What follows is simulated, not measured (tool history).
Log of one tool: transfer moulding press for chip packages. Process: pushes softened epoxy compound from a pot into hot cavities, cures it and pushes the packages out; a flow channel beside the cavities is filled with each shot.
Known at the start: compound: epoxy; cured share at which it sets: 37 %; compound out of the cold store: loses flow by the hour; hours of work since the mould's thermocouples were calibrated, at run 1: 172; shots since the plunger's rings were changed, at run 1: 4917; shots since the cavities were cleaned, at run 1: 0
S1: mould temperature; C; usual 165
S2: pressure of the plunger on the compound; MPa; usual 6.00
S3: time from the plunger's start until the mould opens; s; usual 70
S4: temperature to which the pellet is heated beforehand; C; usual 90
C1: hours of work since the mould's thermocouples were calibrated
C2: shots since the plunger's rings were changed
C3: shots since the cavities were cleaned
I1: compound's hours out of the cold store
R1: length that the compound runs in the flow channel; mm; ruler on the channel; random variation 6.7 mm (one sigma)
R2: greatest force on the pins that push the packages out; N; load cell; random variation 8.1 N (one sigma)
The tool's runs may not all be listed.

run    hour   S1    S2  S3  S4   C1    C2   C3    I1   R1    R2
  1     0.0  165  6.00  70  90  172  4917    0  19.5  649   333
       45.3  -- cavities cleaned with cleaning compound and waxed
  2    61.5  165  6.00  70  90  213  5882  260  25.9  606   462
       90.5  -- plunger's sealing rings changed
       92.0  -- cavities cleaned with cleaning compound and waxed
  3   117.0  165  6.00  70  99  248   402  402  35.2  655   517
      140.6  -- cavities cleaned with cleaning compound and waxed
      186.0  -- cavities cleaned with cleaning compound and waxed
  4   190.4  165  6.00  70  90  296  1536   70  39.8  628   375
      232.2  -- cavities cleaned with cleaning compound and waxed
  5   255.5  165  6.00  70  85  339  2559  375  29.1  656   562
      279.7  -- cavities cleaned with cleaning compound and waxed
      325.1  -- cavities cleaned with cleaning compound and waxed
  6   327.4  165  6.00  52  90  386  3670   37  31.4  629   741
      371.7  -- cavities cleaned with cleaning compound and waxed
  7   408.9  165  6.00  70  90  441  4958  598  11.8  686   654
      417.2  -- cavities cleaned with cleaning compound and waxed
      463.2  -- cavities cleaned with cleaning compound and waxed
  8   490.4  165  6.00  70  90  494  6223  439  43.9  536   531
      500.4  -- plunger's sealing rings changed
      515.4  -- cavities cleaned with cleaning compound and waxed
  9   530.1  165  6.00  70  90  519   453  237   9.5  754   502
      564.3  -- cavities cleaned with cleaning compound and waxed
 10   585.8  165  6.00  70  90  556  1326  347  21.4  695   526
      610.3  -- cavities cleaned with cleaning compound and waxed
 11   628.4  165  6.00  70  90  584  1989  293  36.2  641   501
      654.8  -- cavities cleaned with cleaning compound and waxed
 12   683.1  162  6.00  70  90  620  2845  457  14.3  714   713
      700.7  -- cavities cleaned with cleaning compound and waxed
 13   735.1  162  6.00  70  90  654  3658  553  23.0  670   705
      750.1  -- cavities cleaned with cleaning compound and waxed
 14   791.0  162  6.00  94  83  692  4535  660  28.3  633   531
      797.1  -- cavities cleaned with cleaning compound and waxed
      846.5  -- cavities cleaned with cleaning compound and waxed
 15   855.8  170  4.50  70  91  734  5530  151  11.2  581   388
      892.5  -- cavities cleaned with cleaning compound and waxed
 16   897.1  169  6.94  70  90  761  6171   75  45.0  590   339
      904.3  -- mould's thermocouples calibrated
      906.8  -- plunger's sealing rings changed
      941.0  -- cavities cleaned with cleaning compound and waxed
 17   952.1  169  6.94  70  90   30   704  179  26.9  722   386
      988.8  -- cavities cleaned with cleaning compound and waxed
 18  1001.8  165  5.86  57  90   63  1481  210  14.3  721   804
     1033.2  -- cavities cleaned with cleaning compound and waxed
 19  1063.1  163  6.00  70  90  103  2443  480  31.0  645   664
     1081.8  -- cavities cleaned with cleaning compound and waxed
 20  1109.4  163  6.00  70  90  134  3164  443  40.1  611   609
     1128.2  -- cavities cleaned with cleaning compound and waxed
     1173.8  -- cavities cleaned with cleaning compound and waxed
     1180.4  -- mould's thermocouples calibrated, once more
 21  1180.4  165  5.11  70  90    0  4228   74  19.8  621   401
     1221.1  -- cavities cleaned with cleaning compound and waxed
 22  1247.1  165  6.89  70  84   44  5278  419  20.5  690   569
     1271.6  -- cavities cleaned with cleaning compound and waxed
     1312.6  -- plunger's sealing rings changed
     1320.5  -- cavities cleaned with cleaning compound and waxed
 23  1324.1  165  6.52  70  84   93   160   58  33.7  679   373
     1367.1  -- cavities cleaned with cleaning compound and waxed
 24  1390.9  165  6.00  78  90  138  1212  384  25.2  671   497
     1416.1  -- cavities cleaned with cleaning compound and waxed
 25  1431.9  172  6.00  78  96  165  1849  255  47.8  586   389
     1460.5  -- cavities cleaned with cleaning compound and waxed
 26  1477.9  158  6.00  62  96  195  2564  279   8.9  738  1112

3 ways to go on from here, each from the tool as it stands after run 26. What would each give?
     1505.3  -- cavities cleaned with cleaning compound and waxed
  A  1539.7  172  6.00  53  84  236  3536  554   9.3   ?   ?
     1505.3  -- cavities cleaned with cleaning compound and waxed
  B  1539.7  165  6.00  57  89  236  3536  554  11.1   ?   ?
     1505.3  -- cavities cleaned with cleaning compound and waxed
  C  1539.7  161  4.71  72  90  236  3536  554  11.4   ?   ?

run   R1    R2
  A  700   746
  B  703  1005
  C  644   738
Without the tool's hidden state the same runs would have given:
run   R1   R2
  A  753  430
  B  756  580
  C  693  427
